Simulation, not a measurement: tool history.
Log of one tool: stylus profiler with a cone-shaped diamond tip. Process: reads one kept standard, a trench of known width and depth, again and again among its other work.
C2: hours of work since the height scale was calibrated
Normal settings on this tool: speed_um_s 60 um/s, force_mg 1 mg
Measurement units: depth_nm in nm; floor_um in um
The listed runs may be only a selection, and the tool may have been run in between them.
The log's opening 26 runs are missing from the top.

run 27 hour=291.9 | speed_um_s=46 force_mg=0.78 | scans_with_this_tip=9145 C2=933 | depth_nm=99.91 floor_um=96.47
-- hour=298.4 new tip fitted, height scale calibrated
run 28 hour=308.5 | speed_um_s=16 force_mg=1.02 | scans_with_this_tip=59 C2=6 | depth_nm=100.35 floor_um=97.89
-- hour=309.9 height scale calibrated on a step standard
run 29 hour=316.9 | speed_um_s=16 force_mg=1.02 | scans_with_this_tip=105 C2=4 | depth_nm=100.36 floor_um=97.92
run 30 hour=332.4 | speed_um_s=82 force_mg=0.45 | scans_with_this_tip=195 C2=13 | depth_nm=100.18 floor_um=97.25
run 31 hour=348.5 | speed_um_s=82 force_mg=0.45 | scans_with_this_tip=290 C2=23 | depth_nm=100.25 floor_um=97.24
run 32 hour=357.7 | speed_um_s=148 force_mg=1.11 | scans_with_this_tip=343 C2=28 | depth_nm=100.36 floor_um=97.18
run 33 hour=367.4 | speed_um_s=55 force_mg=0.57 | scans_with_this_tip=400 C2=34 | depth_nm=100.26 floor_um=97.48
run 34 hour=383.1 | speed_um_s=55 force_mg=0.57 | scans_with_this_tip=492 C2=44 | depth_nm=100.2 floor_um=97.49
-- hour=394.8 height scale calibrated on a step standard, once more
run 35 hour=398.2 | speed_um_s=55 force_mg=0.57 | scans_with_this_tip=577 C2=2 | depth_nm=100.12 floor_um=97.5
run 36 hour=410.6 | speed_um_s=158 force_mg=0.57 | scans_with_this_tip=650 C2=9 | depth_nm=100.2 floor_um=96.81
run 37 hour=418.1 | speed_um_s=158 force_mg=0.57 | scans_with_this_tip=694 C2=14 | depth_nm=100.22 floor_um=96.76
run 38 hour=429.8 | speed_um_s=158 force_mg=0.57 | scans_with_this_tip=762 C2=21 | depth_nm=100.25 floor_um=96.72
run 39 hour=439.9 | speed_um_s=232 force_mg=1.3 | scans_with_this_tip=821 C2=27 | depth_nm=100.36 floor_um=96.73
run 40 hour=449.7 | speed_um_s=232 force_mg=1.3 | scans_with_this_tip=878 C2=33 | depth_nm=100.24 floor_um=96.75
run 41 hour=465.8 | speed_um_s=51 force_mg=1.75 | scans_with_this_tip=972 C2=42 | depth_nm=100.4 floor_um=97.63
run 42 hour=481 | speed_um_s=51 force_mg=1.75 | scans_with_this_tip=1061 C2=51 | depth_nm=100.37 floor_um=97.56
run 43 hour=497.1 | speed_um_s=199 force_mg=0.4 | scans_with_this_tip=1156 C2=61 | depth_nm=100.07 floor_um=96.08
run 44 hour=509.4 | speed_um_s=199 force_mg=0.4 | scans_with_this_tip=1227 C2=68 | depth_nm=100.09 floor_um=96.05
run 45 hour=522.3 | speed_um_s=41 force_mg=1.24 | scans_with_this_tip=1303 C2=76 | depth_nm=100.3 floor_um=97.55
run 46 hour=536.9 | speed_um_s=36 force_mg=1 | scans_with_this_tip=1388 C2=85 | depth_nm=100.25 floor_um=97.58

Forecast each of these 3 alternatives for the next run:
run A hour=549.8 | speed_um_s=104 force_mg=0.35 | scans_with_this_tip=1463 C2=92 | depth_nm=? floor_um=?
run B hour=549.8 | speed_um_s=122 force_mg=0.66 | scans_with_this_tip=1463 C2=92 | depth_nm=? floor_um=?
run C hour=549.8 | speed_um_s=175 force_mg=2.53 | scans_with_this_tip=1463 C2=92 | depth_nm=? floor_um=?

run=A depth_nm=100.11 floor_um=96.82
run=B depth_nm=100.22 floor_um=96.98
run=C depth_nm=100.56 floor_um=97.13
What these runs would have given with no unlogged condition in the tool:
run=A depth_nm=100.19 floor_um=97.1
run=B depth_nm=100.3 floor_um=97.26
run=C depth_nm=100.64 floor_um=97.41
